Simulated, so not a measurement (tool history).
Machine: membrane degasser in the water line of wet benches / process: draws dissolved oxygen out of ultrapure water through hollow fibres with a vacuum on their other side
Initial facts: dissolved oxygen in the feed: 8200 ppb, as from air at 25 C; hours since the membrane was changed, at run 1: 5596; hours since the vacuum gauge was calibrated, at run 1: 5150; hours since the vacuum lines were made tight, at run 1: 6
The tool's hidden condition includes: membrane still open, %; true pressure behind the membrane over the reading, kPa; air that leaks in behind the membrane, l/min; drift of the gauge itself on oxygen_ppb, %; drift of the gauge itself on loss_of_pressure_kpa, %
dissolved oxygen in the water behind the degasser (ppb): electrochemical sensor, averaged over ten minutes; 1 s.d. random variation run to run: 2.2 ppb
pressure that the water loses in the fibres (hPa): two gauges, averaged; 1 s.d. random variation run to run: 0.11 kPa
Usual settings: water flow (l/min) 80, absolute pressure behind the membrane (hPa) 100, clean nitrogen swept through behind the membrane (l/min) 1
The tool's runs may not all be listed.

| run | hour | water flow (l/min) | absolute pressure behind the membrane (hPa) | clean nitrogen swept through behind the membrane (l/min) | hours since the membrane was changed | hours since the vacuum gauge was calibrated | hours since the vacuum lines were made tight | dissolved oxygen in the water behind the degasser (ppb) | pressure that the water loses in the fibres (hPa) |
|---|---|---|---|---|---|---|---|---|---|
| 1 | 0 | 80 | 100 | 1 | 5596 | 5150 | 6 | 845.8 | 480.6 |
| 2 | 142.8 | 80 | 100 | 1 | 5739 | 5293 | 149 | 846.2 | 483.1 |
| 3 | 265.9 | 68 | 100 | 1 | 5862 | 5416 | 272 | 755.5 | 407.9 |
| 4 | 404 | 50 | 100 | 1 | 6000 | 5554 | 410 | 608.2 | 300.9 |
| 5 | 499.5 | 50 | 100 | 2.13 | 6096 | 5650 | 506 | 335.6 | 299.9 |
| 6 | 682.4 | 80 | 75 | 1 | 6279 | 5833 | 689 | 545.2 | 481 |
| 7 | 818.2 | 80 | 75 | 1 | 6415 | 5969 | 824 | 545.3 | 481.6 |
| 8 | 1024.5 | 82 | 100 | 1 | 6621 | 6175 | 1031 | 853.4 | 493.5 |
| 9 | 1154.7 | 82 | 100 | 1 | 6751 | 6305 | 1161 | 854 | 493 |
| 10 | 1287 | 82 | 100 | 1 | 6883 | 6437 | 1293 | 849.9 | 494.5 |
| 11 | 1403.1 | 80 | 100 | 0.67 | 6999 | 6553 | 1409 | 1061.5 | 483 |
| 12 | 1546.8 | 80 | 100 | 0.67 | 7143 | 6697 | 1553 | 1063.8 | 482.4 |
| 13 | 1711.3 | 80 | 100 | 0.67 | 7308 | 6862 | 1718 | 1056.6 | 480.7 |
| 14 | 1888.9 | 79 | 137 | 1.55 | 7485 | 7039 | 1895 | 910.8 | 475.7 |
| 15 | 2056.9 | 79 | 137 | 1.55 | 7653 | 7207 | 2063 | 912.8 | 475.1 |
| 16 | 2167.2 | 80 | 77 | 1.78 | 7764 | 7318 | 2173 | 377.5 | 480.4 |
| 17 | 2304.5 | 72 | 110 | 1.91 | 7901 | 7455 | 2311 | 551.7 | 434 |
|  | 2390.6 | vacuum gauge calibrated |
| 18 | 2466.2 | 58 | 173 | 1.11 | 8062 | 76 | 2472 | 1207.9 | 348.2 |
| 19 | 2614 | 58 | 173 | 0.76 | 8210 | 223 | 2620 | 1541.3 | 349.8 |

What if the next run were any one of these 4? Each begins from the tool's condition after run 19:
| A | 2784.4 | 73 | 121 | 0.76 | 8380 | 394 | 2790 | ? | ? |
| B | 2784.4 | 58 | 173 | 0.41 | 8380 | 394 | 2790 | ? | ? |
| C | 2784.4 | 94 | 131 | 1 | 8380 | 394 | 2790 | ? | ? |
| D | 2784.4 | 80 | 100 | 0.84 | 8380 | 394 | 2790 | ? | ? |

| run | dissolved oxygen in the water behind the degasser (ppb) | pressure that the water loses in the fibres (hPa) |
|---|---|---|
| A | 1179.8 | 440.3 |
| B | 2162.7 | 350.8 |
| C | 1281 | 564.6 |
| D | 924.5 | 482.6 |
With the hidden condition removed and each run's random variation left untouched, the same runs would have given:
| run | dissolved oxygen in the water behind the degasser (ppb) | pressure that the water loses in the fibres (hPa) |
|---|---|---|
| A | 1207.8 | 440.2 |
| B | 2214.1 | 350.7 |
| C | 1311.5 | 564.4 |
| D | 946.5 | 482.5 |
